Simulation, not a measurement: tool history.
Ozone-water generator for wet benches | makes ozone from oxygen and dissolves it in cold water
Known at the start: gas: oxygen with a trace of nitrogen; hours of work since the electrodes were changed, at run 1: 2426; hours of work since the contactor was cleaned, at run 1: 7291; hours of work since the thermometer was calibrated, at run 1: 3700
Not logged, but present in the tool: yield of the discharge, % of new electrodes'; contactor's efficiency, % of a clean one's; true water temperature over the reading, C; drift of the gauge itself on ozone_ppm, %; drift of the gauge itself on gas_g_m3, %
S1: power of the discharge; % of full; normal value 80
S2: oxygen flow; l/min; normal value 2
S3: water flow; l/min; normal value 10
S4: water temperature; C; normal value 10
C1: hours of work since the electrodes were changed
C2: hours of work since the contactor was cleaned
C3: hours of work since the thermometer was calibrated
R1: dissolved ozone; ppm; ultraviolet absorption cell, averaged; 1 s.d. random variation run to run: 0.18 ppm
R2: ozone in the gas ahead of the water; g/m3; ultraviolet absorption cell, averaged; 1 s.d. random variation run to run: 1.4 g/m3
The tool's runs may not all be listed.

Run 1, hour 0: usual settings; C1 2426; C2 7291; C3 3700. Result: R1 22.6 ppm, R2 260.9 g/m3.
Run 2, hour 162.3: usual settings; C1 2523; C2 7388; C3 3798. Result: R1 22.6 ppm, R2 261.5 g/m3.
Run 3, hour 279: usual settings; C1 2593; C2 7459; C3 3868. Result: R1 22.5 ppm, R2 257.7 g/m3.
Run 4, hour 443.8: usual settings; C1 2693; C2 7558; C3 3967. Result: R1 22.6 ppm, R2 260.9 g/m3.
Run 5, hour 534.2: usual settings; C1 2747; C2 7612; C3 4022. Result: R1 22.2 ppm, R2 262 g/m3.
Run 6, hour 717.9: usual settings but S4 12 C; C1 2858; C2 7723; C3 4132. Result: R1 22 ppm, R2 255.7 g/m3.
Run 7, hour 840.8: usual settings; C1 2932; C2 7797; C3 4206. Result: R1 22.4 ppm, R2 255.7 g/m3.
Run 8, hour 975.2: usual settings; C1 3013; C2 7878; C3 4287. Result: R1 22.2 ppm, R2 254.5 g/m3.
Run 9, hour 1103.6: usual settings; C1 3090; C2 7955; C3 4365. Result: R1 22.2 ppm, R2 257.1 g/m3.
Run 10, hour 1232: usual settings but S1 67 % of full; C1 3167; C2 8032; C3 4442. Result: R1 20.1 ppm, R2 227.4 g/m3.
Run 11, hour 1392.8: usual settings but S1 67 % of full; C1 3264; C2 8129; C3 4539. Result: R1 20 ppm, R2 227.9 g/m3.
At hour 1526.3: contactor cleaned.
Run 12, hour 1584.8: usual settings but S3 7 l/min; C1 3377; C2 35; C3 4652. Result: R1 33 ppm, R2 255 g/m3.

Run 13, settings as shown, results not yet in. Your forecast:
Run 13, hour 1758.7: usual settings but S2 1.09 l/min, S3 7 l/min, S4 17 C; C1 3482; C2 140; C3 4757. Result: R1 ?, R2 ?.

R1: 31.7 ppm
R2: 389.7 g/m3
Take away the tool's hidden state, keep the run-to-run variation as it was, and the same run would have given R1 34 ppm, R2 416.2 g/m3.
